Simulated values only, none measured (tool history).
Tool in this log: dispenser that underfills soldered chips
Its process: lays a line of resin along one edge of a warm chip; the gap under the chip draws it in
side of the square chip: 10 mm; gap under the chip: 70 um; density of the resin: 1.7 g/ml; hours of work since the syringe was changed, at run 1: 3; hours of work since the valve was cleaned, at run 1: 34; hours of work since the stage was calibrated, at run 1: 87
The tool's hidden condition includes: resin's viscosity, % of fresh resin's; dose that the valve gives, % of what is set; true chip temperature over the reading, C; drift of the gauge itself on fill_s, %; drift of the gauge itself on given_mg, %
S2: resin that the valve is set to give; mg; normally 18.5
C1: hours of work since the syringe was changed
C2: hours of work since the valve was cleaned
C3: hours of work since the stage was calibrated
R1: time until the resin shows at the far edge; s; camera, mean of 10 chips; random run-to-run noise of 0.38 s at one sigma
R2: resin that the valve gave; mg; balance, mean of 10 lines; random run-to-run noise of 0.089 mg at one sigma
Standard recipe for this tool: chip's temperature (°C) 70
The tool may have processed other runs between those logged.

{"run": 1, "day": 0.0, "chip's temperature (°C)": 70, "S2": 18.5, "C1": 3, "C2": 34, "C3": 87, "R1": 28.4, "R2": 18.06}
{"run": 2, "day": 0.183, "chip's temperature (°C)": 70, "S2": 18.5, "C1": 6, "C2": 37, "C3": 90, "R1": 34.2, "R2": 18.02}
{"day": 0.238, "done": "new syringe of resin"}
{"run": 3, "day": 0.304, "chip's temperature (°C)": 70, "S2": 18.5, "C1": 1, "C2": 39, "C3": 91, "R1": 24.1, "R2": 17.98}
{"run": 4, "day": 0.429, "chip's temperature (°C)": 70, "S2": 18.5, "C1": 3, "C2": 40, "C3": 93, "R1": 27.8, "R2": 17.8}
{"run": 5, "day": 0.629, "chip's temperature (°C)": 70, "S2": 16.5, "C1": 6, "C2": 43, "C3": 96, "R1": 33.8, "R2": 15.9}
{"day": 0.662, "done": "new syringe of resin"}
{"run": 6, "day": 0.875, "chip's temperature (°C)": 70, "S2": 16.5, "C1": 3, "C2": 47, "C3": 100, "R1": 29.9, "R2": 15.96}
{"day": 1.083, "done": "new syringe of resin"}
{"run": 7, "day": 1.117, "chip's temperature (°C)": 70, "S2": 18.5, "C1": 0, "C2": 50, "C3": 103, "R1": 24.1, "R2": 17.94}
{"run": 8, "day": 1.3, "chip's temperature (°C)": 70, "S2": 18.5, "C1": 3, "C2": 53, "C3": 106, "R1": 28.7, "R2": 17.82}
{"run": 9, "day": 1.475, "chip's temperature (°C)": 70, "S2": 18.6, "C1": 6, "C2": 56, "C3": 108, "R1": 34.5, "R2": 17.74}
{"day": 1.504, "done": "new syringe of resin"}
{"run": 10, "day": 1.692, "chip's temperature (°C)": 70, "S2": 18.6, "C1": 3, "C2": 59, "C3": 112, "R1": 29.2, "R2": 17.97}
{"day": 1.912, "done": "new syringe of resin"}
{"run": 11, "day": 1.921, "chip's temperature (°C)": 70, "S2": 18.6, "C1": 0, "C2": 62, "C3": 115, "R1": 23.7, "R2": 17.74}
{"run": 12, "day": 2.096, "chip's temperature (°C)": 68, "S2": 18.5, "C1": 3, "C2": 65, "C3": 117, "R1": 31.2, "R2": 17.58}
{"run": 13, "day": 2.238, "chip's temperature (°C)": 68, "S2": 18.5, "C1": 5, "C2": 67, "C3": 119, "R1": 35.8, "R2": 17.42}
{"day": 2.342, "done": "new syringe of resin"}
{"run": 14, "day": 2.438, "chip's temperature (°C)": 68, "S2": 18.5, "C1": 1, "C2": 70, "C3": 122, "R1": 27.6, "R2": 17.57}
{"run": 15, "day": 2.646, "chip's temperature (°C)": 70, "S2": 21.6, "C1": 5, "C2": 73, "C3": 125, "R1": 30.1, "R2": 20.58}
{"day": 2.762, "done": "new syringe of resin"}
{"run": 16, "day": 2.838, "chip's temperature (°C)": 70, "S2": 18.2, "C1": 1, "C2": 75, "C3": 128, "R1": 25.6, "R2": 17.2}
{"run": 17, "day": 3.046, "chip's temperature (°C)": 66, "S2": 18.5, "C1": 4, "C2": 78, "C3": 131, "R1": 37.4, "R2": 17.41}
{"day": 3.179, "done": "new syringe of resin"}
{"run": 18, "day": 3.292, "chip's temperature (°C)": 66, "S2": 18.5, "C1": 2, "C2": 82, "C3": 135, "R1": 31.7, "R2": 17.32}
{"run": 19, "day": 3.533, "chip's temperature (°C)": 65, "S2": 16.5, "C1": 5, "C2": 86, "C3": 138, "R1": 43.2, "R2": 15.43}
{"day": 3.6, "done": "new syringe of resin"}
{"run": 20, "day": 3.688, "chip's temperature (°C)": 65, "S2": 16.0, "C1": 1, "C2": 88, "C3": 140, "R1": 34.4, "R2": 14.9}
{"run": 21, "day": 3.833, "chip's temperature (°C)": 65, "S2": 16.0, "C1": 3, "C2": 90, "C3": 143, "R1": 39.7, "R2": 14.83}
{"run": 22, "day": 3.95, "chip's temperature (°C)": 76, "S2": 21.5, "C1": 5, "C2": 92, "C3": 144, "R1": 24.5, "R2": 19.96}
{"day": 4.008, "done": "dispensing valve cleaned and set on the balance"}
{"day": 4.054, "done": "new syringe of resin"}
{"run": 23, "day": 4.133, "chip's temperature (°C)": 76, "S2": 21.5, "C1": 1, "C2": 2, "C3": 146, "R1": 18.7, "R2": 21.45}
{"run": 24, "day": 4.375, "chip's temperature (°C)": 76, "S2": 21.5, "C1": 5, "C2": 5, "C3": 150, "R1": 22.7, "R2": 21.48}
{"day": 4.467, "done": "new syringe of resin"}
{"run": 25, "day": 4.625, "chip's temperature (°C)": 79, "S2": 19.1, "C1": 2, "C2": 9, "C3": 154, "R1": 17.5, "R2": 19.09}
{"run": 26, "day": 4.804, "chip's temperature (°C)": 79, "S2": 19.1, "C1": 5, "C2": 12, "C3": 156, "R1": 20.9, "R2": 18.98}
{"day": 4.892, "done": "new syringe of resin"}
{"run": 27, "day": 4.983, "chip's temperature (°C)": 74, "S2": 18.8, "C1": 1, "C2": 14, "C3": 159, "R1": 21.3, "R2": 18.56}
{"run": 28, "day": 5.167, "chip's temperature (°C)": 80, "S2": 20.9, "C1": 4, "C2": 17, "C3": 161, "R1": 18.5, "R2": 20.6}
{"day": 5.317, "done": "new syringe of resin"}
{"run": 29, "day": 5.396, "chip's temperature (°C)": 74, "S2": 21.0, "C1": 1, "C2": 20, "C3": 165, "R1": 19.7, "R2": 20.76}
{"run": 30, "day": 5.588, "chip's temperature (°C)": 67, "S2": 18.9, "C1": 4, "C2": 23, "C3": 168, "R1": 34.5, "R2": 18.65}
{"run": 31, "day": 5.696, "chip's temperature (°C)": 67, "S2": 18.9, "C1": 6, "C2": 25, "C3": 169, "R1": 38.7, "R2": 18.53}
{"day": 5.738, "done": "new syringe of resin"}
{"run": 32, "day": 5.933, "chip's temperature (°C)": 56, "S2": 18.5, "C1": 3, "C2": 28, "C3": 173, "R1": 57.6, "R2": 18.08}
{"run": 33, "day": 6.117, "chip's temperature (°C)": 76, "S2": 18.5, "C1": 6, "C2": 31, "C3": 175, "R1": 25.3, "R2": 18.1}
{"day": 6.154, "done": "new syringe of resin"}
{"run": 34, "day": 6.296, "chip's temperature (°C)": 66, "S2": 18.0, "C1": 2, "C2": 33, "C3": 178, "R1": 32.2, "R2": 17.58}

Forecast each of these 3 alternatives for the next run:
{"run": "A", "day": 6.512, "chip's temperature (°C)": 59, "S2": 20.8, "C1": 5, "C2": 36, "C3": 181, "R1": "?", "R2": "?"}
{"run": "B", "day": 6.512, "chip's temperature (°C)": 58, "S2": 18.5, "C1": 5, "C2": 36, "C3": 181, "R1": "?", "R2": "?"}
{"run": "C", "day": 6.512, "chip's temperature (°C)": 59, "S2": 16.7, "C1": 5, "C2": 36, "C3": 181, "R1": "?", "R2": "?"}

run=A R1=56.4 R2=20.24
run=B R1=60.7 R2=17.90
run=C R1=57.6 R2=16.24
With no hidden state in the tool, these same runs would have given:
run=A R1=41.3 R2=20.79
run=B R1=44.4 R2=18.39
run=C R1=42.0 R2=16.68

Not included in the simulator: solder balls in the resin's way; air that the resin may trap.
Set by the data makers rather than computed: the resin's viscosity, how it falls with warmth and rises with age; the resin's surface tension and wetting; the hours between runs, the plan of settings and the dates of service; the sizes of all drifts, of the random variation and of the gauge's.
